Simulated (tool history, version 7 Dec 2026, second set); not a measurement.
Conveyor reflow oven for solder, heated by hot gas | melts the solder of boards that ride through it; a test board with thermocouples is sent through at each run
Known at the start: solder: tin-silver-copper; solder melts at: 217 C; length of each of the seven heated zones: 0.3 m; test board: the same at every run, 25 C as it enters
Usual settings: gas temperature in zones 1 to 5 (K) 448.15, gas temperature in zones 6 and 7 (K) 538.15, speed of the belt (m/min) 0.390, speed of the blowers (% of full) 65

run,hour,gas temperature in zones 1 to 5 (K),gas temperature in zones 6 and 7 (K),speed of the belt (m/min),speed of the blowers (% of full),highest temperature of the board (K),time above the solder's melting point (s)
1,0.0,448.15,538.15,0.390,65,529.57,74.54
2,9.4,448.15,538.15,0.390,65,529.59,74.64
3,21.4,448.15,538.15,0.390,65,529.79,74.72
4,26.8,448.15,538.15,0.390,65,529.71,74.58
5,35.9,448.15,538.15,0.390,65,529.48,74.65
6,43.7,448.15,538.15,0.390,65,529.59,74.61
7,53.3,453.15,546.15,0.377,57,537.20,84.37
8,63.0,453.15,546.15,0.377,57,537.09,84.28
9,68.9,453.15,536.15,0.465,59,522.66,57.84
10,76.0,453.15,536.15,0.465,59,522.50,57.82

Forecast run 11:
11,83.9,462.15,536.15,0.465,59,?,?

highest temperature of the board (K): 524.33
time above the solder's melting point (s): 63.14
Without the tool's hidden state the same run would have given highest temperature of the board (K) 522.81, time above the solder's melting point (s) 62.15.
